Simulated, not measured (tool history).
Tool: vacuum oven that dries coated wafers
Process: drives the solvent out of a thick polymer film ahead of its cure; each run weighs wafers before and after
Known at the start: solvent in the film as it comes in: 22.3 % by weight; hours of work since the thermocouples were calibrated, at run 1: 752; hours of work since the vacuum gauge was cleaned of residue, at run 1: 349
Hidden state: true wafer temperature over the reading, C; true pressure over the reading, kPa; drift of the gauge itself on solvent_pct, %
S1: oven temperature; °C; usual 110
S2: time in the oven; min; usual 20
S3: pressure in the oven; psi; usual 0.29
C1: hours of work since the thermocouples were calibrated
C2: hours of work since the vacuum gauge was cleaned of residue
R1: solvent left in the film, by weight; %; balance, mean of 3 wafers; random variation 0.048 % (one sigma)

Run 1, hour 0: usual settings; C1 752; C2 349. Result: R1 3.02 %.
Run 2, hour 23.7: usual settings; C1 764; C2 361. Result: R1 2.99 %.
Run 3, hour 40.5: usual settings; C1 773; C2 370. Result: R1 2.91 %.
Run 4, hour 55.6: usual settings; C1 781; C2 378. Result: R1 2.89 %.
Run 5, hour 83.7: usual settings; C1 796; C2 392. Result: R1 2.99 %.
Run 6, hour 104.3: usual settings but S2 16 min; C1 806; C2 403. Result: R1 4.14 %.
Run 7, hour 123.8: usual settings but S2 16 min; C1 816; C2 413. Result: R1 4.02 %.
Run 8, hour 145.5: usual settings but S1 119 °C; C1 828; C2 424. Result: R1 1.26 %.
Run 9, hour 171.6: usual settings; C1 841; C2 438. Result: R1 2.95 %.
Run 10, hour 192.7: usual settings; C1 852; C2 449. Result: R1 2.92 %.
Run 11, hour 222.4: usual settings but S2 18 min; C1 868; C2 464. Result: R1 3.51 %.
Run 12, hour 242.4: usual settings but S2 18 min; C1 878; C2 475. Result: R1 3.38 %.
Run 13, hour 259.1: usual settings but S1 113 °C, S2 18 min; C1 887; C2 483. Result: R1 2.69 %.
Run 14, hour 282.3: usual settings; C1 899; C2 496. Result: R1 2.88 %.
Run 15, hour 298.7: usual settings; C1 907; C2 504. Result: R1 2.98 %.
Run 16, hour 324.7: usual settings but S3 0.178 psi; C1 921; C2 518. Result: R1 2.66 %.
Run 17, hour 352.7: usual settings but S2 33 min, S3 0.178 psi; C1 936; C2 532. Result: R1 1.05 %.
Run 18, hour 386.2: usual settings but S2 33 min, S3 0.178 psi; C1 953; C2 550. Result: R1 1.02 %.
Run 19, hour 404.9: usual settings but S1 101 °C, S2 33 min, S3 0.178 psi; C1 963; C2 559. Result: R1 2.66 %.
Run 20, hour 425.8: usual settings but S1 101 °C, S2 33 min, S3 0.178 psi; C1 974; C2 570. Result: R1 2.67 %.
Run 21, hour 457.6: usual settings but S1 101 °C, S2 33 min, S3 0.178 psi; C1 990; C2 587. Result: R1 2.76 %.
Run 22, hour 492.2: usual settings but S1 101 °C, S2 33 min, S3 0.178 psi; C1 1008; C2 605. Result: R1 2.67 %.
Run 23, hour 519.4: usual settings but S1 101 °C, S2 33 min, S3 0.178 psi; C1 1022; C2 619. Result: R1 2.63 %.
Run 24, hour 541.5: usual settings but S1 101 °C, S2 33 min, S3 0.178 psi; C1 1034; C2 631. Result: R1 2.62 %.
Run 25, hour 565.5: usual settings but S1 111 °C, S2 17 min, S3 0.557 psi; C1 1046; C2 643. Result: R1 3.89 %.
Run 26, hour 600.8: usual settings but S1 111 °C, S2 17 min, S3 0.557 psi; C1 1065; C2 661. Result: R1 3.93 %.
At hour 615.6: oven's thermocouples calibrated.
Run 27, hour 631.4: usual settings but S1 120 °C; C1 8; C2 676. Result: R1 1.43 %.
Run 28, hour 648.9: usual settings but S1 112 °C, S3 0.247 psi; C1 17; C2 685. Result: R1 2.83 %.
Run 29, hour 670.1: usual settings but S1 112 °C, S3 0.247 psi; C1 28; C2 696. Result: R1 2.79 %.
Run 30, hour 684.7: usual settings but S1 125 °C, S2 14 min, S3 0.937 psi; C1 36; C2 704. Result: R1 2.7 %.
Run 31, hour 717.2: usual settings but S1 100 °C, S2 23 min, S3 0.744 psi; C1 53; C2 721. Result: R1 7.08 %.
Run 32, hour 750.6: usual settings but S3 0.716 psi; C1 70; C2 738. Result: R1 4.3 %.
Run 33, hour 770.1: usual settings but S3 0.716 psi; C1 80; C2 749. Result: R1 4.5 %.
Run 34, hour 785.8: usual settings but S1 101 °C, S2 25 min, S3 0.495 psi; C1 89; C2 757. Result: R1 5.51 %.
Run 35, hour 807.3: usual settings but S1 101 °C, S2 25 min, S3 0.495 psi; C1 100; C2 768. Result: R1 5.72 %.
Run 36, hour 831.7: usual settings but S1 101 °C, S2 25 min, S3 0.495 psi; C1 113; C2 781. Result: R1 5.64 %.
Run 37, hour 862.2: usual settings but S2 14 min; C1 128; C2 796. Result: R1 5.41 %.
Run 38, hour 891: usual settings but S2 14 min; C1 143; C2 812. Result: R1 5.26 %.
Run 39, hour 921.8: usual settings but S2 25 min, S3 0.445 psi; C1 159; C2 828. Result: R1 2.81 %.
Run 40, hour 948.2: usual settings but S1 114 °C, S2 21 min, S3 0.196 psi; C1 173; C2 841. Result: R1 2.08 %.
Run 41, hour 964: usual settings but S1 122 °C, S2 11 min, S3 0.162 psi; C1 181; C2 849. Result: R1 2.86 %.
Run 42, hour 991.1: usual settings but S1 122 °C, S2 11 min, S3 0.162 psi; C1 196; C2 864. Result: R1 2.96 %.
Run 43, hour 1014: usual settings but S1 121 °C, S3 0.187 psi; C1 207; C2 876. Result: R1 1.13 %.
Run 44, hour 1045.2: usual settings but S1 121 °C, S3 0.187 psi; C1 224; C2 892. Result: R1 0.99 %.
Run 45, hour 1060.7: usual settings but S2 13 min, S3 0.146 psi; C1 232; C2 900. Result: R1 5.43 %.
Run 46, hour 1088.1: usual settings but S1 98 °C, S2 12 min, S3 0.437 psi; C1 246; C2 914. Result: R1 10.67 %.
Run 47, hour 1103.5: usual settings but S1 124 °C, S2 17 min, S3 0.818 psi; C1 254; C2 922. Result: R1 2.11 %.
Run 48, hour 1122.7: usual settings but S1 119 °C, S2 12 min, S3 0.306 psi; C1 264; C2 932. Result: R1 3.37 %.

Hidden state at the last listed run before each entry between runs and at the first one after, where it differs:
Between runs 26 and 27: oven's thermocouples calibrated (hour 615.6)
  true wafer temperature over the reading, C: 2.45 -> 0.28; true pressure over the reading, kPa: 0.258 -> 0.264
  measured less the result without the state, R1: -0.63 -> +0.04 %
